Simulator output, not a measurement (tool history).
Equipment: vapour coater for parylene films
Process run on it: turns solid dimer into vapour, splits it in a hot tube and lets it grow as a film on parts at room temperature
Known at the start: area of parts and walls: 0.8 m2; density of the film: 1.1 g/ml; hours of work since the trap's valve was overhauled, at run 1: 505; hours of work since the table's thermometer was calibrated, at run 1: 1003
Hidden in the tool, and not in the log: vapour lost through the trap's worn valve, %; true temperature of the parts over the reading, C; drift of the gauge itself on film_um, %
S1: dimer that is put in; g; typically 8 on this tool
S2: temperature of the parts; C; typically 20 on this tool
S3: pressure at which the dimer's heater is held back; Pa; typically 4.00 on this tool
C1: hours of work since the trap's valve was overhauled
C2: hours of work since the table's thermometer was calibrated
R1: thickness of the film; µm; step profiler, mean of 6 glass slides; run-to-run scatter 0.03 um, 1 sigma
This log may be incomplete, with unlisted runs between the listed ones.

{"run": 1, "hour": 0.0, "S1": 8, "S2": 20, "S3": 4.0, "C1": 505, "C2": 1003, "R1": 5.27}
{"hour": 26.2, "done": "trap's valve overhauled"}
{"run": 2, "hour": 34.7, "S1": 8, "S2": 20, "S3": 4.0, "C1": 5, "C2": 1022, "R1": 4.81}
{"run": 3, "hour": 82.2, "S1": 8, "S2": 20, "S3": 4.0, "C1": 35, "C2": 1052, "R1": 4.77}
{"run": 4, "hour": 129.0, "S1": 8, "S2": 20, "S3": 7.99, "C1": 64, "C2": 1081, "R1": 4.4}
{"hour": 168.7, "done": "trap's valve overhauled, once more"}
{"run": 5, "hour": 168.7, "S1": 8, "S2": 20, "S3": 7.99, "C1": 0, "C2": 1103, "R1": 5.69}
{"run": 6, "hour": 197.5, "S1": 8, "S2": 20, "S3": 7.99, "C1": 18, "C2": 1121, "R1": 5.65}
{"run": 7, "hour": 223.5, "S1": 8, "S2": 20, "S3": 7.99, "C1": 34, "C2": 1138, "R1": 5.72}
{"hour": 242.2, "done": "table's thermometer calibrated"}
{"run": 8, "hour": 278.2, "S1": 8, "S2": 20, "S3": 7.99, "C1": 68, "C2": 22, "R1": 5.35}
{"run": 9, "hour": 324.8, "S1": 8, "S2": 20, "S3": 7.41, "C1": 97, "C2": 51, "R1": 5.4}
{"run": 10, "hour": 352.7, "S1": 8, "S2": 20, "S3": 7.41, "C1": 114, "C2": 69, "R1": 5.49}
{"run": 11, "hour": 387.0, "S1": 8, "S2": 23, "S3": 4.0, "C1": 136, "C2": 90, "R1": 4.93}
{"run": 12, "hour": 438.8, "S1": 8, "S2": 20, "S3": 9.66, "C1": 168, "C2": 123, "R1": 5.23}
{"run": 13, "hour": 467.7, "S1": 8, "S2": 20, "S3": 9.66, "C1": 186, "C2": 141, "R1": 5.25}
{"run": 14, "hour": 513.1, "S1": 8, "S2": 20, "S3": 2.22, "C1": 214, "C2": 169, "R1": 5.82}
{"run": 15, "hour": 548.6, "S1": 8, "S2": 20, "S3": 2.22, "C1": 236, "C2": 191, "R1": 5.78}
{"run": 16, "hour": 573.7, "S1": 8, "S2": 20, "S3": 2.22, "C1": 252, "C2": 207, "R1": 5.75}
{"run": 17, "hour": 601.7, "S1": 8, "S2": 23, "S3": 4.0, "C1": 270, "C2": 224, "R1": 4.77}
{"run": 18, "hour": 625.2, "S1": 8, "S2": 20, "S3": 4.0, "C1": 284, "C2": 239, "R1": 5.47}
{"run": 19, "hour": 664.9, "S1": 11, "S2": 20, "S3": 2.15, "C1": 309, "C2": 264, "R1": 7.78}
{"run": 20, "hour": 689.0, "S1": 11, "S2": 14, "S3": 2.76, "C1": 324, "C2": 279, "R1": 10.11}
{"run": 21, "hour": 712.2, "S1": 11, "S2": 27, "S3": 2.37, "C1": 339, "C2": 293, "R1": 5.61}
{"run": 22, "hour": 739.6, "S1": 8, "S2": 22, "S3": 3.61, "C1": 356, "C2": 310, "R1": 4.99}
{"run": 23, "hour": 764.6, "S1": 3, "S2": 25, "S3": 2.2, "C1": 371, "C2": 326, "R1": 1.67}
{"run": 24, "hour": 792.4, "S1": 5, "S2": 19, "S3": 4.23, "C1": 389, "C2": 343, "R1": 3.45}
{"run": 25, "hour": 821.1, "S1": 3, "S2": 21, "S3": 4.0, "C1": 407, "C2": 361, "R1": 1.9}
{"run": 26, "hour": 858.6, "S1": 3, "S2": 22, "S3": 4.23, "C1": 430, "C2": 385, "R1": 1.81}
{"run": 27, "hour": 888.2, "S1": 10, "S2": 22, "S3": 2.39, "C1": 448, "C2": 403, "R1": 6.22}
{"run": 28, "hour": 932.3, "S1": 5, "S2": 24, "S3": 4.0, "C1": 476, "C2": 431, "R1": 2.74}
{"run": 29, "hour": 960.6, "S1": 7, "S2": 28, "S3": 4.0, "C1": 494, "C2": 448, "R1": 3.18}
{"run": 30, "hour": 991.6, "S1": 4, "S2": 20, "S3": 2.64, "C1": 513, "C2": 468, "R1": 2.69}
{"hour": 1005.6, "done": "trap's valve overhauled"}
{"run": 31, "hour": 1033.2, "S1": 5, "S2": 20, "S3": 8.27, "C1": 17, "C2": 491, "R1": 3.51}
{"run": 32, "hour": 1061.8, "S1": 6, "S2": 29, "S3": 3.04, "C1": 35, "C2": 509, "R1": 3.02}
{"run": 33, "hour": 1115.5, "S1": 8, "S2": 16, "S3": 3.87, "C1": 69, "C2": 543, "R1": 7.11}
{"run": 34, "hour": 1147.4, "S1": 8, "S2": 16, "S3": 3.87, "C1": 89, "C2": 562, "R1": 7.04}
{"run": 35, "hour": 1175.3, "S1": 8, "S2": 16, "S3": 3.87, "C1": 106, "C2": 580, "R1": 6.99}
{"run": 36, "hour": 1198.1, "S1": 8, "S2": 16, "S3": 3.87, "C1": 120, "C2": 594, "R1": 7.02}

Predict each of these 5 candidate next runs independently; none follows another, all start after run 36:
{"run": "A", "hour": 1230.2, "S1": 8, "S2": 12, "S3": 3.87, "C1": 140, "C2": 614, "R1": "?"}
{"run": "B", "hour": 1230.2, "S1": 8, "S2": 20, "S3": 8.61, "C1": 140, "C2": 614, "R1": "?"}
{"run": "C", "hour": 1230.2, "S1": 5, "S2": 14, "S3": 9.46, "C1": 140, "C2": 614, "R1": "?"}
{"run": "D", "hour": 1230.2, "S1": 4, "S2": 24, "S3": 5.87, "C1": 140, "C2": 614, "R1": "?"}
{"run": "E", "hour": 1230.2, "S1": 8, "S2": 16, "S3": 6.23, "C1": 140, "C2": 614, "R1": "?"}

run=A R1=8.39
run=B R1=5.49
run=C R1=4.48
run=D R1=2.37
run=E R1=6.71
Without the tool's hidden state the same runs would have given:
run=A R1=8.53
run=B R1=5.58
run=C R1=4.56
run=D R1=2.41
run=E R1=6.82
